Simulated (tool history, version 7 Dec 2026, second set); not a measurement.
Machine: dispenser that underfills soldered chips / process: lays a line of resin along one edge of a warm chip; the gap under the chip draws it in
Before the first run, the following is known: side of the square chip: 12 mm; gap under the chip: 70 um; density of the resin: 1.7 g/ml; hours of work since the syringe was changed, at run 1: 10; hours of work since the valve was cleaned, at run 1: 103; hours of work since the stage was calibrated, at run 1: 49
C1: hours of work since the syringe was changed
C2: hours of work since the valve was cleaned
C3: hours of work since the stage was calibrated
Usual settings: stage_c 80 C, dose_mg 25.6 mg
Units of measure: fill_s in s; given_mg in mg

{"run": 1, "hour": 0.0, "stage_c": 80, "dose_mg": 25.6, "C1": 10, "C2": 103, "C3": 49, "fill_s": 200.4, "given_mg": 23.3}
{"hour": 0.8, "done": "new syringe of resin"}
{"run": 2, "hour": 8.0, "stage_c": 78, "dose_mg": 25.6, "C1": 6, "C2": 109, "C3": 55, "fill_s": 172.9, "given_mg": 23.35}
{"hour": 14.7, "done": "new syringe of resin"}
{"hour": 15.7, "done": "dispensing valve cleaned and set on the balance"}
{"run": 3, "hour": 17.4, "stage_c": 78, "dose_mg": 26.5, "C1": 1, "C2": 1, "C3": 61, "fill_s": 130.1, "given_mg": 26.38}
{"run": 4, "hour": 25.6, "stage_c": 80, "dose_mg": 25.6, "C1": 8, "C2": 8, "C3": 68, "fill_s": 177.5, "given_mg": 25.67}
{"hour": 30.0, "done": "new syringe of resin"}
{"run": 5, "hour": 30.3, "stage_c": 80, "dose_mg": 25.6, "C1": 0, "C2": 11, "C3": 71, "fill_s": 115.4, "given_mg": 25.44}
{"run": 6, "hour": 34.9, "stage_c": 80, "dose_mg": 25.6, "C1": 4, "C2": 14, "C3": 74, "fill_s": 138.5, "given_mg": 25.26}
{"run": 7, "hour": 40.7, "stage_c": 80, "dose_mg": 25.6, "C1": 8, "C2": 19, "C3": 79, "fill_s": 183.9, "given_mg": 25.17}
{"hour": 44.1, "done": "new syringe of resin"}
{"run": 8, "hour": 46.3, "stage_c": 80, "dose_mg": 25.6, "C1": 2, "C2": 23, "C3": 83, "fill_s": 121.7, "given_mg": 25.09}
{"run": 9, "hour": 52.1, "stage_c": 80, "dose_mg": 25.6, "C1": 6, "C2": 27, "C3": 87, "fill_s": 161.2, "given_mg": 24.93}
{"hour": 58.2, "done": "new syringe of resin"}
{"run": 10, "hour": 58.3, "stage_c": 80, "dose_mg": 25.6, "C1": 0, "C2": 32, "C3": 92, "fill_s": 114.5, "given_mg": 24.84}

What will run 11 give?
{"run": 11, "hour": 65.7, "stage_c": 80, "dose_mg": 25.6, "C1": 6, "C2": 38, "C3": 97, "fill_s": "?", "given_mg": "?"}

For run 11 the tool returned fill_s 158.3 s, given_mg 24.72 mg.
The same run, on a tool lacking any hidden state, would have yielded fill_s 113.1 s, given_mg 25.57 mg.

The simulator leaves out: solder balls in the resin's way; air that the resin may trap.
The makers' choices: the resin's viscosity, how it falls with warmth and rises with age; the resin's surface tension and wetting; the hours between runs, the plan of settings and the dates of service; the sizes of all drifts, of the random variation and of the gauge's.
